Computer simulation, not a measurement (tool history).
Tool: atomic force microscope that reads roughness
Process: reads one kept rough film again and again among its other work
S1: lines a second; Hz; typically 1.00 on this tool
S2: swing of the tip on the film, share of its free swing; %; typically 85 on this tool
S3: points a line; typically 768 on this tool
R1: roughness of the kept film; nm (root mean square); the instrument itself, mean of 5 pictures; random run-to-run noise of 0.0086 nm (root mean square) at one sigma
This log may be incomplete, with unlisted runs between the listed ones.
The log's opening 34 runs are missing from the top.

run     day    S1  S2   S3     R1
 35  19.679  1.22  85  768  2.560
 36  20.221  1.22  81  768  2.635
 37  20.954  1.22  66  975  2.758
 38  21.608  1.22  67  363  2.730
 39  22.042  1.58  89  804  2.380
 40  22.683  3.40  73  768  2.398
 41  23.279  3.40  73  768  2.387
 42  23.979  3.33  85  630  2.109
 43  24.800  0.96  63  380  2.741
 44  25.479  3.41  64  681  2.535
 45  26.212  3.41  64  681  2.512
 46  26.771  1.73  64  681  2.636
 47  27.154  1.73  64  681  2.638
     27.488  -- new tip fitted
 48  27.588  1.73  64  681  2.767
 49  28.067  0.65  88  669  2.721
 50  28.808  1.00  85  380  2.640
 51  29.542  1.00  85  380  2.634
 52  30.333  1.33  85  768  2.561

Branching from run 52: 5 alternative next runs. What would each branch give?
  A  31.092  3.01  85  768   ?
  B  31.092  1.00  59  768   ?
  C  31.092  0.87  63  422   ?
  D  31.092  1.75  85  536   ?
  E  31.092  1.08  85  768   ?

run     R1
  A  2.207
  B  2.812
  C  2.840
  D  2.447
  E  2.582
Take away the tool's hidden state, keep each run's random variation, and the runs would have read:
run     R1
  A  2.221
  B  2.830
  C  2.857
  D  2.462
  E  2.598
